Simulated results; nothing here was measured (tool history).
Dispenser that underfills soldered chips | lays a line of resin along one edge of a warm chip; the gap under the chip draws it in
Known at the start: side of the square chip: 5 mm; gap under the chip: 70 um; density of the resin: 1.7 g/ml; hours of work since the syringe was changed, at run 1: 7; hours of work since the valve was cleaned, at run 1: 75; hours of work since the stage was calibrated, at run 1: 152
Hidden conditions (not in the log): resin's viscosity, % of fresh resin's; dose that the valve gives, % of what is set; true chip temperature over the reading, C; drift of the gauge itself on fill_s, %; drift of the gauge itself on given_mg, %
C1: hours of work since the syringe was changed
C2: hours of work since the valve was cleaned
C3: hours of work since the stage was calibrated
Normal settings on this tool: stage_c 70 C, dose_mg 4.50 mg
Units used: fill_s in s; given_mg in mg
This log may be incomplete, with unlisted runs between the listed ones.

Run 1, hour 0.0: usual settings; C1 7; C2 75; C3 152. Result: fill_s 13.7 s, given_mg 4.30 mg.
Run 2, hour 5.0: usual settings; C1 11; C2 78; C3 155. Result: fill_s 15.6 s, given_mg 4.25 mg.
At hour 7.6: new syringe of resin.
Run 3, hour 10.3: usual settings; C1 2; C2 81; C3 158. Result: fill_s 11.3 s, given_mg 4.35 mg.
Run 4, hour 19.8: usual settings; C1 8; C2 88; C3 164. Result: fill_s 14.4 s, given_mg 4.33 mg.
Run 5, hour 24.4: usual settings but dose_mg 5.67 mg; C1 11; C2 90; C3 167. Result: fill_s 15.1 s, given_mg 5.36 mg.
At hour 26.8: new syringe of resin.
Run 6, hour 32.0: usual settings but dose_mg 5.67 mg; C1 3; C2 95; C3 172. Result: fill_s 11.3 s, given_mg 5.43 mg.
Run 7, hour 41.0: usual settings but dose_mg 5.67 mg; C1 9; C2 101; C3 177. Result: fill_s 14.1 s, given_mg 5.30 mg.
At hour 45.9: new syringe of resin.
Run 8, hour 46.3: usual settings but dose_mg 5.67 mg; C1 0; C2 104; C3 181. Result: fill_s 10.1 s, given_mg 5.39 mg.
Run 9, hour 55.6: usual settings but dose_mg 4.67 mg; C1 6; C2 110; C3 187. Result: fill_s 13.8 s, given_mg 4.40 mg.
Run 10, hour 62.3: usual settings but dose_mg 5.13 mg; C1 10; C2 114; C3 191. Result: fill_s 14.7 s, given_mg 4.85 mg.
At hour 65.2: new syringe of resin.
Run 11, hour 68.7: usual settings but dose_mg 5.13 mg; C1 2; C2 118; C3 195. Result: fill_s 10.5 s, given_mg 4.81 mg.
Run 12, hour 77.6: usual settings; C1 8; C2 124; C3 200. Result: fill_s 14.0 s, given_mg 4.17 mg.
At hour 84.2: new syringe of resin.
Run 13, hour 86.6: usual settings; C1 2; C2 129; C3 206. Result: fill_s 11.3 s, given_mg 4.17 mg.
Run 14, hour 92.6: usual settings; C1 5; C2 133; C3 210. Result: fill_s 13.6 s, given_mg 4.17 mg.
At hour 94.3: dispensing valve cleaned and set on the balance.
Run 15, hour 99.6: usual settings; C1 9; C2 3; C3 214. Result: fill_s 14.3 s, given_mg 4.52 mg.
At hour 104.1: new syringe of resin.
Run 16, hour 109.7: usual settings but stage_c 62 C; C1 4; C2 10; C3 220. Result: fill_s 18.0 s, given_mg 4.49 mg.
Run 17, hour 117.8: usual settings but stage_c 62 C; C1 9; C2 15; C3 225. Result: fill_s 21.8 s, given_mg 4.41 mg.
Run 18, hour 122.1: usual settings but stage_c 62 C; C1 11; C2 18; C3 228. Result: fill_s 23.9 s, given_mg 4.40 mg.
At hour 123.0: new syringe of resin.
Run 19, hour 127.8: usual settings but stage_c 62 C; C1 3; C2 21; C3 231. Result: fill_s 17.1 s, given_mg 4.37 mg.
Run 20, hour 133.4: usual settings but stage_c 73 C, dose_mg 5.65 mg; C1 7; C2 25; C3 235. Result: fill_s 11.0 s, given_mg 5.53 mg.
Run 21, hour 139.6: usual settings but stage_c 62 C, dose_mg 5.11 mg; C1 11; C2 29; C3 239. Result: fill_s 22.2 s, given_mg 5.06 mg.
At hour 142.0: new syringe of resin.
Run 22, hour 146.1: usual settings but dose_mg 4.42 mg; C1 3; C2 33; C3 243. Result: fill_s 11.6 s, given_mg 4.33 mg.
Run 23, hour 152.3: usual settings but stage_c 79 C; C1 7; C2 36; C3 247. Result: fill_s 8.6 s, given_mg 4.41 mg.
Run 24, hour 158.1: usual settings but stage_c 56 C, dose_mg 4.31 mg; C1 10; C2 40; C3 250. Result: fill_s 32.0 s, given_mg 4.21 mg.
At hour 161.1: new syringe of resin.
Run 25, hour 165.6: usual settings but stage_c 55 C, dose_mg 5.13 mg; C1 3; C2 45; C3 255. Result: fill_s 25.2 s, given_mg 5.05 mg.
Run 26, hour 172.0: usual settings but stage_c 60 C, dose_mg 5.59 mg; C1 7; C2 49; C3 259. Result: fill_s 21.9 s, given_mg 5.37 mg.
At hour 180.0: new syringe of resin.
Run 27, hour 180.0: usual settings but stage_c 60 C, dose_mg 5.59 mg; C1 0; C2 54; C3 264. Result: fill_s 17.4 s, given_mg 5.41 mg.
Run 28, hour 186.6: usual settings but stage_c 57 C, dose_mg 5.41 mg; C1 4; C2 58; C3 268. Result: fill_s 23.9 s, given_mg 5.23 mg.
Run 29, hour 195.5: usual settings but stage_c 57 C, dose_mg 5.41 mg; C1 10; C2 64; C3 274. Result: fill_s 28.9 s, given_mg 5.20 mg.
At hour 199.3: new syringe of resin.
Run 30, hour 200.5: usual settings but stage_c 67 C, dose_mg 4.51 mg; C1 1; C2 67; C3 277. Result: fill_s 12.8 s, given_mg 4.33 mg.
Run 31, hour 207.8: usual settings but stage_c 78 C, dose_mg 5.38 mg; C1 5; C2 71; C3 282. Result: fill_s 8.4 s, given_mg 5.24 mg.
Run 32, hour 212.8: usual settings but stage_c 60 C, dose_mg 4.77 mg; C1 9; C2 74; C3 285. Result: fill_s 24.1 s, given_mg 4.56 mg.
At hour 218.8: new syringe of resin.
Run 33, hour 221.0: usual settings but stage_c 66 C, dose_mg 4.68 mg; C1 1; C2 80; C3 290. Result: fill_s 13.7 s, given_mg 4.42 mg.
Run 34, hour 230.3: usual settings but stage_c 62 C, dose_mg 4.88 mg; C1 7; C2 86; C3 296. Result: fill_s 20.9 s, given_mg 4.59 mg.
Run 35, hour 235.1: usual settings but dose_mg 5.64 mg; C1 10; C2 89; C3 299. Result: fill_s 14.6 s, given_mg 5.36 mg.
At hour 238.0: new syringe of resin.
Run 36, hour 240.7: usual settings but dose_mg 5.64 mg; C1 2; C2 92; C3 302. Result: fill_s 10.3 s, given_mg 5.41 mg.

Below are 4 alternative next runs, each starting from the tool's condition after run 36. Predict each:
Run A, hour 248.4: usual settings but stage_c 65 C, dose_mg 3.92 mg; C1 7; C2 97; C3 307. Result: fill_s ?, given_mg ?.
Run B, hour 248.4: usual settings but stage_c 73 C, dose_mg 5.64 mg; C1 7; C2 97; C3 307. Result: fill_s ?, given_mg ?.
Run C, hour 248.4: usual settings but stage_c 62 C, dose_mg 5.50 mg; C1 7; C2 97; C3 307. Result: fill_s ?, given_mg ?.
Run D, hour 248.4: usual settings but stage_c 63 C, dose_mg 5.23 mg; C1 7; C2 97; C3 307. Result: fill_s ?, given_mg ?.

run  fill_s  given_mg
  A    16.8      3.67
  B    11.1      5.39
  C    19.2      5.22
  D    18.1      4.97
Had the tool no hidden state, the same runs would have come out as:
run  fill_s  given_mg
  A    13.8      3.88
  B     9.3      5.69
  C    16.2      5.52
  D    15.2      5.25
